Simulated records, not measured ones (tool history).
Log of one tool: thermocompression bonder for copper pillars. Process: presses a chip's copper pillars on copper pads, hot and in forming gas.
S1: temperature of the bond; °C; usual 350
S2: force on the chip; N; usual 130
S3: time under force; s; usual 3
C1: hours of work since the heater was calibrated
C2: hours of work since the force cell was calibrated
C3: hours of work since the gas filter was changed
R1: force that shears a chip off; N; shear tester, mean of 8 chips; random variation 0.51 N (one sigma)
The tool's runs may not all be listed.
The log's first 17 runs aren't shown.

| run | hour | S1 | S2 | S3 | C1 | C2 | C3 | R1 |
|---|---|---|---|---|---|---|---|---|
| 18 | 125.9 | 350 | 130 | 2 | 405 | 217 | 126 | 33.5 |
| 19 | 132.6 | 350 | 130 | 2 | 408 | 220 | 129 | 34.7 |
| 20 | 137.1 | 350 | 130 | 2 | 411 | 222 | 131 | 32.5 |
|  | 140.7 | forming gas filter changed |
| 21 | 141.6 | 350 | 130 | 2 | 413 | 224 | 0 | 34.6 |
| 22 | 151.2 | 350 | 130 | 2 | 417 | 229 | 5 | 35.1 |
| 23 | 158.6 | 350 | 183 | 2 | 421 | 233 | 9 | 47.3 |
| 24 | 165.2 | 374 | 192 | 3 | 424 | 236 | 12 | 66.1 |
| 25 | 173 | 373 | 189 | 5 | 428 | 240 | 16 | 75 |
| 26 | 180.1 | 373 | 189 | 5 | 431 | 243 | 19 | 75 |
| 27 | 189.3 | 373 | 189 | 5 | 436 | 248 | 24 | 73.5 |
| 28 | 194.4 | 350 | 130 | 5 | 439 | 250 | 27 | 48.8 |
| 29 | 203.2 | 350 | 130 | 5 | 443 | 255 | 31 | 48.3 |
| 30 | 211.9 | 348 | 174 | 2 | 447 | 259 | 35 | 43.7 |
| 31 | 220.9 | 357 | 83 | 2 | 452 | 264 | 40 | 23.6 |
| 32 | 229.1 | 350 | 178 | 3 | 456 | 268 | 44 | 52.4 |
| 33 | 233.6 | 368 | 95 | 3 | 458 | 270 | 46 | 36.9 |
| 34 | 243.3 | 368 | 95 | 3 | 463 | 275 | 51 | 35.3 |
| 35 | 249.2 | 344 | 81 | 3 | 466 | 278 | 54 | 23.9 |
| 36 | 257.3 | 350 | 95 | 3 | 470 | 282 | 58 | 30.4 |
| 37 | 267 | 356 | 130 | 3 | 474 | 286 | 62 | 43.6 |
| 38 | 273.2 | 356 | 130 | 3 | 477 | 289 | 65 | 42.6 |
| 39 | 277.7 | 348 | 158 | 5 | 480 | 292 | 68 | 55.1 |
| 40 | 285.6 | 346 | 158 | 6 | 484 | 296 | 72 | 56.5 |

3 ways to go on from here, each from the tool as it stands after run 40. What would each give?
| A | 293.8 | 346 | 90 | 5 | 488 | 300 | 76 | ? |
| B | 293.8 | 374 | 130 | 2 | 488 | 300 | 76 | ? |
| C | 293.8 | 368 | 158 | 2 | 488 | 300 | 76 | ? |

| run | R1 |
|---|---|
| A | 33.2 |
| B | 44.1 |
| C | 49.3 |
Without the tool's hidden state the same runs would have given:
| run | R1 |
|---|---|
| A | 30.8 |
| B | 41.4 |
| C | 46.5 |
